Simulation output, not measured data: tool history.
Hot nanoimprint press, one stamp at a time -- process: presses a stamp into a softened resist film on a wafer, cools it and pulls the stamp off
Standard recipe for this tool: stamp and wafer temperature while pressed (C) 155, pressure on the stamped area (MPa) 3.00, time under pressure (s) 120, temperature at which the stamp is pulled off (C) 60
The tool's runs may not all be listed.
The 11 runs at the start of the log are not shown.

run     day  stamp and wafer temperature while pressed (C)  pressure on the stamped area (MPa)  time under pressure (s)  temperature at which the stamp is pulled off (C)  hours of work since the thermocouple was calibrated  imprints on the stamp's release coat  hours of work since the press's seals were changed  resist left under the stamp's widest pad (angstrom)  greatest force while the stamp is pulled off (N)
 12  10.379                                            155                                3.00                      120                                                66                                                  176                                   758                                                 453                                                 1925                                               212
 13  11.017                                            155                                3.00                      120                                                60                                                  185                                   791                                                 462                                                 1908                                               236
 14  12.008                                            155                                3.00                      120                                                60                                                  199                                   843                                                 476                                                 1917                                               234
 15  13.217                                            155                                3.00                      120                                                60                                                  216                                   905                                                 494                                                 1912                                               237
 16  14.496                                            155                                3.00                      120                                                60                                                  234                                   971                                                 512                                                 1912                                               240
 17  15.475                                            143                                3.00                      208                                                60                                                  248                                  1022                                                 526                                                 2452                                               237
 18  16.750                                            143                                3.00                      208                                                60                                                  267                                  1088                                                 544                                                 2441                                               241
 19  17.883                                            143                                3.00                      208                                                60                                                  283                                  1147                                                 560                                                 2446                                               240
 20  19.158                                            155                                2.10                      208                                                64                                                  301                                  1213                                                 578                                                 1832                                               226
 21  19.904                                            153                                3.86                      174                                                51                                                  312                                  1252                                                 589                                                 1628                                               282
 22  20.662                                            153                                3.86                      174                                                51                                                  322                                  1291                                                 600                                                 1623                                               281
     21.525  -- press's hydraulic seals changed and the load cell set to zero
 23  21.758                                            153                                3.86                      174                                                51                                                  333                                  1330                                                   3                                                 1589                                               281
 24  22.975                                            153                                4.78                      128                                                51                                                  351                                  1393                                                  21                                                 1615                                               283
 25  23.721                                            154                                2.86                       64                                                60                                                  361                                  1432                                                  31                                                 2379                                               243
 26  24.317                                            154                                2.15                       64                                                49                                                  370                                  1463                                                  40                                                 2584                                               293
 27  25.054                                            154                                2.15                       64                                                49                                                  380                                  1501                                                  50                                                 2582                                               292
     25.904  -- stamp cleaned and given a new release coat
 28  26.008                                            154                                2.15                       64                                                49                                                  390                                     5                                                  60                                                 2584                                               262
 29  26.900                                            154                                2.57                       64                                                49                                                  403                                    52                                                  73                                                 2461                                               262
 30  27.458                                            150                                3.00                      226                                                60                                                  411                                    81                                                  81                                                 1818                                               223

3 ways to go on from here, each from the tool as it stands after run 30. What would each give?
  A  28.446                                            155                                2.15                      120                                                54                                                  425                                   132                                                  95                                                    ?                                                 ?
  B  28.446                                            151                                3.00                      120                                                60                                                  425                                   132                                                  95                                                    ?                                                 ?
  C  28.446                                            155                                3.42                      110                                                65                                                  425                                   132                                                  95                                                    ?                                                 ?

run  resist left under the stamp's widest pad (angstrom)  greatest force while the stamp is pulled off (N)
  A                                                 2130                                               245
  B                                                 2152                                               222
  C                                                 1826                                               202
With no hidden state in the tool, these same runs would have given:
run  resist left under the stamp's widest pad (angstrom)  greatest force while the stamp is pulled off (N)
  A                                                 2185                                               246
  B                                                 2210                                               223
  C                                                 1880                                               203
